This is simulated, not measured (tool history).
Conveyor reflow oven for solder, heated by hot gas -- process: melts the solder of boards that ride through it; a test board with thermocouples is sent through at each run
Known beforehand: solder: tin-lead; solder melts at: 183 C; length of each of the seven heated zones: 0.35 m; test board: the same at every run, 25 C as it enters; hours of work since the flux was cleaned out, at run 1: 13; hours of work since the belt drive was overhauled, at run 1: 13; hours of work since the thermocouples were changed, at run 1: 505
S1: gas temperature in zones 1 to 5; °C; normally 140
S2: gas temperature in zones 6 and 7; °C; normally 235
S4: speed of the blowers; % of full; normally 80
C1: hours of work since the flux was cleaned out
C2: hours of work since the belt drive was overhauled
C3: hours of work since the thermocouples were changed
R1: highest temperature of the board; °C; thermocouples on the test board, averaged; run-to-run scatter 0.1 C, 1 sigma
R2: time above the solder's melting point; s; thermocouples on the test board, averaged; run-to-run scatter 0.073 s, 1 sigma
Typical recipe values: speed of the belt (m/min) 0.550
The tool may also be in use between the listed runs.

Run 1, day 0.000: usual settings; C1 13; C2 13; C3 505. Result: R1 223.3 °C, R2 63.18 s.
Run 2, day 2.579: usual settings; C1 60; C2 60; C3 552. Result: R1 223.2 °C, R2 63.11 s.
Run 3, day 5.804: usual settings but S1 149 °C; C1 119; C2 119; C3 610. Result: R1 223.7 °C, R2 66.77 s.
At day 7.758: thermocouples of zones 6 and 7 changed.
Run 4, day 7.988: usual settings but S1 149 °C; C1 157; C2 157; C3 4. Result: R1 224.5 °C, R2 67.03 s.
At day 8.812: flux residue cleaned out of gas plates and filters.
Run 5, day 11.242: usual settings but S1 149 °C, S2 223 °C; C1 44; C2 213; C3 60. Result: R1 213.8 °C, R2 60.88 s.
Run 6, day 13.325: usual settings but S1 149 °C, S2 223 °C; C1 82; C2 251; C3 98. Result: R1 213.6 °C, R2 60.65 s.
Run 7, day 15.546: usual settings but S1 142 °C; C1 123; C2 291; C3 138. Result: R1 223.4 °C, R2 64.19 s.
At day 18.033: flux residue cleaned out of gas plates and filters.
Run 8, day 18.033: usual settings but S1 142 °C; C1 0; C2 333; C3 180. Result: R1 224.1 °C, R2 64.70 s.
Run 9, day 22.050: usual settings but S1 142 °C; C1 73; C2 406; C3 253. Result: R1 223.6 °C, R2 64.42 s.
Run 10, day 25.379: usual settings but S1 142 °C; C1 134; C2 466; C3 313. Result: R1 223.2 °C, R2 64.37 s.
At day 27.296: flux residue cleaned out of gas plates and filters.
Run 11, day 28.150: usual settings but S4 65 % of full; C1 16; C2 513; C3 360. Result: R1 220.9 °C, R2 61.88 s.
Run 12, day 31.979: usual settings but S4 65 % of full; C1 85; C2 583; C3 430. Result: R1 220.6 °C, R2 61.65 s.
Run 13, day 34.625: usual settings but S4 65 % of full; C1 133; C2 631; C3 478. Result: R1 220.3 °C, R2 61.45 s.
At day 36.546: flux residue cleaned out of gas plates and filters.
Run 14, day 37.950: usual settings but S2 232 °C; C1 26; C2 688; C3 535. Result: R1 220.4 °C, R2 62.26 s.
Run 15, day 41.567: usual settings; C1 91; C2 753; C3 600. Result: R1 222.7 °C, R2 63.74 s.
At day 43.179: belt drive overhauled, speed set with a stopwatch.
At day 44.000: thermocouples of zones 6 and 7 changed.
Run 16, day 44.533: usual settings; C1 141; C2 23; C3 10. Result: R1 223.5 °C, R2 64.67 s.
At day 46.271: flux residue cleaned out of gas plates and filters.
Run 17, day 47.129: usual settings but S1 132 °C, S2 237 °C, speed of the belt (m/min) 0.529; C1 16; C2 67; C3 53. Result: R1 226.3 °C, R2 66.54 s.
Run 18, day 50.867: usual settings but S1 132 °C, S2 237 °C, speed of the belt (m/min) 0.529; C1 84; C2 135; C3 121. Result: R1 225.6 °C, R2 66.15 s.
Run 19, day 53.729: usual settings but S1 132 °C, S2 224 °C, speed of the belt (m/min) 0.529, S4 82 % of full; C1 136; C2 187; C3 173. Result: R1 213.6 °C, R2 58.05 s.
At day 55.792: flux residue cleaned out of gas plates and filters.
Run 20, day 56.392: usual settings but S1 132 °C, S2 224 °C, speed of the belt (m/min) 0.529, S4 82 % of full; C1 11; C2 231; C3 218. Result: R1 214.1 °C, R2 58.55 s.
At day 58.292: belt drive overhauled, speed set with a stopwatch, once more.
Run 21, day 59.579: usual settings but S1 132 °C, S2 224 °C, speed of the belt (m/min) 0.529, S4 82 % of full; C1 66; C2 23; C3 273. Result: R1 213.2 °C, R2 56.21 s.
Run 22, day 61.717: usual settings but S1 132 °C, S2 224 °C, speed of the belt (m/min) 0.529, S4 82 % of full; C1 105; C2 62; C3 312. Result: R1 212.9 °C, R2 56.09 s.
Run 23, day 63.517: usual settings but S1 132 °C, S2 224 °C, speed of the belt (m/min) 0.529, S4 82 % of full; C1 138; C2 95; C3 345. Result: R1 212.5 °C, R2 55.82 s.
At day 65.379: flux residue cleaned out of gas plates and filters.
Run 24, day 65.571: usual settings but S1 145 °C, S2 244 °C, S4 63 % of full; C1 4; C2 129; C3 378. Result: R1 229.1 °C, R2 68.20 s.
Run 25, day 68.988: usual settings but S1 127 °C; C1 66; C2 191; C3 441. Result: R1 221.2 °C, R2 58.23 s.
Run 26, day 72.650: usual settings but S1 127 °C; C1 132; C2 258; C3 507. Result: R1 221.0 °C, R2 57.81 s.
At day 74.658: flux residue cleaned out of gas plates and filters.
Run 27, day 76.208: usual settings but S1 137 °C, S2 232 °C, speed of the belt (m/min) 0.558, S4 54 % of full; C1 28; C2 319; C3 568. Result: R1 214.3 °C, R2 54.17 s.
Run 28, day 79.992: usual settings but S1 137 °C, S2 232 °C, speed of the belt (m/min) 0.558, S4 54 % of full; C1 97; C2 387; C3 637. Result: R1 213.7 °C, R2 53.85 s.
At day 80.283: thermocouples of zones 6 and 7 changed.
Run 29, day 82.171: usual settings but S1 137 °C, S2 232 °C, speed of the belt (m/min) 0.558, S4 54 % of full; C1 135; C2 426; C3 34. Result: R1 214.8 °C, R2 54.81 s.

Here are 3 independent what-if runs from the current tool condition. What would each one return?
At day 83.962: flux residue cleaned out of gas plates and filters.
Run A, day 85.458: usual settings but S1 142 °C, speed of the belt (m/min) 0.558, S4 65 % of full; C1 27; C2 482; C3 90. Result: R1 ?, R2 ?.
At day 83.962: flux residue cleaned out of gas plates and filters.
Run B, day 85.458: usual settings but S2 231 °C; C1 27; C2 482; C3 90. Result: R1 ?, R2 ?.
At day 83.962: flux residue cleaned out of gas plates and filters.
Run C, day 85.458: usual settings but S2 243 °C; C1 27; C2 482; C3 90. Result: R1 ?, R2 ?.

run     R1     R2
  A  221.2  62.06
  B  220.2  62.10
  C  231.3  68.08
Without the tool's hidden state the same runs would have given:
run     R1     R2
  A  221.3  61.40
  B  220.4  61.46
  C  231.4  67.37
